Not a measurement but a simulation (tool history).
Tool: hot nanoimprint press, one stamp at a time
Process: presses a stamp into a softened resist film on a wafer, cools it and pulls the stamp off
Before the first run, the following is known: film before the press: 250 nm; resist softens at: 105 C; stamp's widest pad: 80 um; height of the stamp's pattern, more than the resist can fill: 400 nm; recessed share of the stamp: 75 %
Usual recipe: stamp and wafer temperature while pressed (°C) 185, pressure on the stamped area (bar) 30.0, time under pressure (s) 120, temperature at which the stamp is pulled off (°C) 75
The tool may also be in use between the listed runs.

run    day  stamp and wafer temperature while pressed (°C)  pressure on the stamped area (bar)  time under pressure (s)  temperature at which the stamp is pulled off (°C)  resist left under the stamp's widest pad (angstrom)  greatest force while the stamp is pulled off (N)
  1  0.000                                             185                                30.0                      120                                                 75                                                 1167                                               111
  2  0.579                                             185                                30.0                      120                                                 75                                                 1167                                               110
  3  1.396                                             185                                30.0                       91                                                 75                                                 1282                                               114
  4  2.167                                             185                                30.0                       91                                                 75                                                 1280                                               116
     2.442  -- plate thermocouple calibrated
  5  3.308                                             185                                30.0                       91                                                 75                                                 1256                                               110
  6  4.212                                             185                                30.0                       91                                                 66                                                 1254                                               142
  7  5.258                                             185                                30.0                       91                                                 68                                                 1253                                               133
  8  5.733                                             181                                25.1                      120                                                 75                                                 1371                                               121
  9  6.688                                             181                                26.7                      120                                                 75                                                 1334                                               120

Run 10 comes next. What will it give?
 10  7.562                                             183                                26.7                      120                                                 75                                                    ?                                                 ?

{"run 10": {"resist left under the stamp's widest pad (angstrom)": 1266, "greatest force while the stamp is pulled off (N)": 117}}
With the hidden condition absent and the run-to-run variation left alone, this run would have shown resist left under the stamp's widest pad (angstrom) 1329, greatest force while the stamp is pulled off (N) 86.
